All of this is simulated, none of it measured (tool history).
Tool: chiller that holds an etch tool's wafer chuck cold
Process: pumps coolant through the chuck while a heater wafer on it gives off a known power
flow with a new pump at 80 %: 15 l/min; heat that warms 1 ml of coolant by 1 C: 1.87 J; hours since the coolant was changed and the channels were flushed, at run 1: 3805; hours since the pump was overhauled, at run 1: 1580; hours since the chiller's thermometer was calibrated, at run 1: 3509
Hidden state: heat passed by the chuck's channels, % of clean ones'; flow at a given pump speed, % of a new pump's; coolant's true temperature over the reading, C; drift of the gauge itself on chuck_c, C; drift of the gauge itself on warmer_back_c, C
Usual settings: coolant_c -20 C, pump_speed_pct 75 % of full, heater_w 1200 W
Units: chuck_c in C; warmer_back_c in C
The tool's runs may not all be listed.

run     day  coolant_c  pump_speed_pct  heater_w  hours since the coolant was changed and the channels were flushed  hours since the pump was overhauled  hours since the chiller's thermometer was calibrated  chuck_c  warmer_back_c
  1       0        -20              75      1200                                                               3805                                 1580                                                  3509   -12.67           2.93
  2   3.733        -20              75      1200                                                               3894                                 1670                                                  3599   -12.57           2.89
  3   6.688        -20              75      1200                                                               3965                                 1741                                                  3670   -12.77           2.91
  4  10.379        -20              75      1200                                                               4054                                 1829                                                  3758   -12.64           2.87
  5  13.054        -20              75      1200                                                               4118                                 1893                                                  3822   -12.38           2.97
  6  15.133        -20              75      1200                                                               4168                                 1943                                                  3872   -12.51           2.87
  7  19.008        -20              75      1200                                                               4261                                 2036                                                  3965   -12.41           2.88
  8  21.946        -20              75       970                                                               4332                                 2107                                                  4036   -14.13           2.36
     22.333  -- chiller's thermometer calibrated
  9  24.162        -30              79       632                                                               4384                                 2159                                                    44   -27.35           1.44
 10  28.442        -20              64      1710                                                               4486                                 2262                                                   147    -7.73           4.97
 11  31.058        -20              64      1710                                                               4549                                 2325                                                   209    -7.71           4.98
 12      35        -20              64      1710                                                               4644                                 2419                                                   304    -7.67              5
     35.375  -- chiller's thermometer calibrated, once more
 13  38.396        -19              75       604                                                               4724                                 2500                                                    72   -14.77           1.46
 14  42.442        -19              75       604                                                               4821                                 2597                                                   170   -14.81           1.44

5 ways to go on from here, each from the tool as it stands after run 14. What would each give?
  A  45.8        -12              75       604                                                               4902                                 2677                                                   250        ?              ?
  B  45.8        -28              75       604                                                               4902                                 2677                                                   250        ?              ?
  C  45.8        -21              81      1558                                                               4902                                 2677                                                   250        ?              ?
  D  45.8        -10              81       604                                                               4902                                 2677                                                   250        ?              ?
  E  45.8        -22              87      1110                                                               4902                                 2677                                                   250        ?              ?

run  chuck_c  warmer_back_c
  A    -7.78           1.47
  B   -23.89           1.51
  C   -10.63           3.57
  D    -6.09           1.36
  E   -15.04           2.28
Without the tool's hidden state the same runs would have given:
run  chuck_c  warmer_back_c
  A    -8.38           1.38
  B   -24.49           1.41
  C   -12.14           3.34
  D    -6.65           1.28
  E   -16.04           2.13

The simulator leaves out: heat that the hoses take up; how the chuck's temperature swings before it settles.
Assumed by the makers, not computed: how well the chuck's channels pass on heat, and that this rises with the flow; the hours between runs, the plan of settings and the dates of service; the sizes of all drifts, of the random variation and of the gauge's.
